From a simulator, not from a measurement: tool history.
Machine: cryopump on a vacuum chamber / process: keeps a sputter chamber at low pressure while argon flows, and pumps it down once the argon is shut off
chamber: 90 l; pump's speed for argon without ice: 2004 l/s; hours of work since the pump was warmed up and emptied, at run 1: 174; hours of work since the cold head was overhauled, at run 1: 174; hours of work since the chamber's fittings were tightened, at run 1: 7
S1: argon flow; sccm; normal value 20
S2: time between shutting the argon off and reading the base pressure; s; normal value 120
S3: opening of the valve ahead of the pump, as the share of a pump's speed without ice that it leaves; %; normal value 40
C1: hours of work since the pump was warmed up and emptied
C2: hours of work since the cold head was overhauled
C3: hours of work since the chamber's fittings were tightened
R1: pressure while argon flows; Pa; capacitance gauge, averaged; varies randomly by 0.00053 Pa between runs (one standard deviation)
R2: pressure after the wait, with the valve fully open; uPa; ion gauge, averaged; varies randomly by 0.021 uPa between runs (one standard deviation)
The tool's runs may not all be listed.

run   hour  S1   S2  S3   C1   C2   C3      R1    R2
  1    0.0  20  120  40  174  174    7  0.0434  0.33
  2   21.1  20  120  40  185  185   18  0.0436  0.38
  3   31.0  18  120  40  190  190   23  0.0395  0.32
  4   48.5  18  120  40  199  199   32  0.0400  0.32
  5   58.3  18  120  40  204  204   37  0.0386  0.40
  6   70.7  18  120  40  210  210   43  0.0387  0.39
  7   90.2  18  120  40  221  221   53  0.0406  0.36
  8  109.5  18  120  40  231  231   63  0.0398  0.38
  9  121.8  18  120  40  237  237   70  0.0404  0.38
 10  131.3  18  120  40  242  242   75  0.0404  0.34
 11  146.1  20  120  44  250  250   82  0.0403  0.37
 12  163.2  20  120  44  258  258   91  0.0412  0.36
 13  175.1  20   62  40  265  265   97  0.0454  0.51
 14  194.8  20  120  40  275  275  107  0.0453  0.36
 15  211.6  20  213  40  283  283  116  0.0439  0.29
 16  230.0  20  213  40  293  293  126  0.0465  0.28
 17  247.8  20  213  40  302  302  135  0.0461  0.32
 18  266.2  20  120  40  312  312  144  0.0455  0.41
 19  280.2  20  120  40  319  319  152  0.0458  0.37
 20  294.7  20   39  40  326  326  159  0.0457  0.72
 21  306.5  23  219  40  333  333  165  0.0508  0.31
 22  319.5  23  219  40  339  339  172  0.0526  0.32
 23  334.6  18  120  40  347  347  180  0.0415  0.38
 24  353.7  32  101  40  357  357  190  0.0736  0.39
 25  373.5  32  101  40  367  367  200  0.0744  0.41
 26  394.8  32  101  40  378  378  211  0.0750  0.43
 27  415.7  18  236  19  389  389  222  0.0830  0.35
 28  431.6  13  120  19  397  397  230  0.0603  0.39
 29  446.0  17  120  49  405  405  238  0.0335  0.44
 30  462.3  30   35  40  413  413  246  0.0697  0.75
 31  476.5  33   53  59  421  421  253  0.0538  0.59
 32  487.8  18   53  54  426  426  259  0.0320  0.61
 33  500.9   9  120  29  433  433  266  0.0288  0.44
 34  511.0  20  247  35  438  438  271  0.0532  0.35
 35  532.1  21  266  15  449  449  282  0.1234  0.34

Consider 3 possible next runs. They are alternatives, not a sequence: every one starts from the tool as it was left by run 35. What does each give?
  A  550.1  20   57  16  459  459  291   ?   ?
  B  550.1  12  266  15  459  459  291   ?   ?
  C  550.1  21  266  15  459  459  291   ?   ?

run      R1    R2
  A  0.1107  0.62
  B  0.0702  0.31
  C  0.1216  0.35
With no hidden state in the tool, these same runs would have given:
run      R1    R2
  A  0.1055  0.49
  B  0.0671  0.20
  C  0.1161  0.23
